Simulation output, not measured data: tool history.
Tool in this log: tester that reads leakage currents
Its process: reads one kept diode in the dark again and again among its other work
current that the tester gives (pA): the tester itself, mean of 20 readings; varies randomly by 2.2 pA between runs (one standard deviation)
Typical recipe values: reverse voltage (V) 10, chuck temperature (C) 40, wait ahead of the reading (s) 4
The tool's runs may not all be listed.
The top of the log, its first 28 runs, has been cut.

run,hour,reverse voltage (V),chuck temperature (C),wait ahead of the reading (s),current that the tester gives (pA)
29,896.2,11.5,25,5.02,277.87
30,931.8,2,27,3.59,125.45
31,970.1,6.3,23,1.78,174.25
32,993.7,6.3,23,1.78,174.07
33,1019.2,6.3,23,1.78,174.39
34,1055.8,6.3,36,0.43,432.59
35,1083.5,7.3,30,0.43,312.11
36,1102.9,2.1,56,2.96,843.35
37,1139,2.1,36,0.94,241.13
38,1178.5,2.1,36,9.74,240.31

Consider 5 possible next runs. They are alternatives, not a sequence: every one starts from the tool as it was left by run 38. What does each give?
A,1211.8,14.6,40,0.33,?
B,1211.8,3.6,45,2.43,?
C,1211.8,5.5,40,8.94,?
D,1211.8,2.2,32,3.43,?
E,1211.8,14.7,36,9.74,?

run,current that the tester gives (pA)
A,887.84
B,575.28
C,520.57
D,188.32
E,677.94
Had the tool no hidden state, the same runs would have come out as:
run,current that the tester gives (pA)
A,887.14
B,574.94
C,520.22
D,188.18
E,677.32
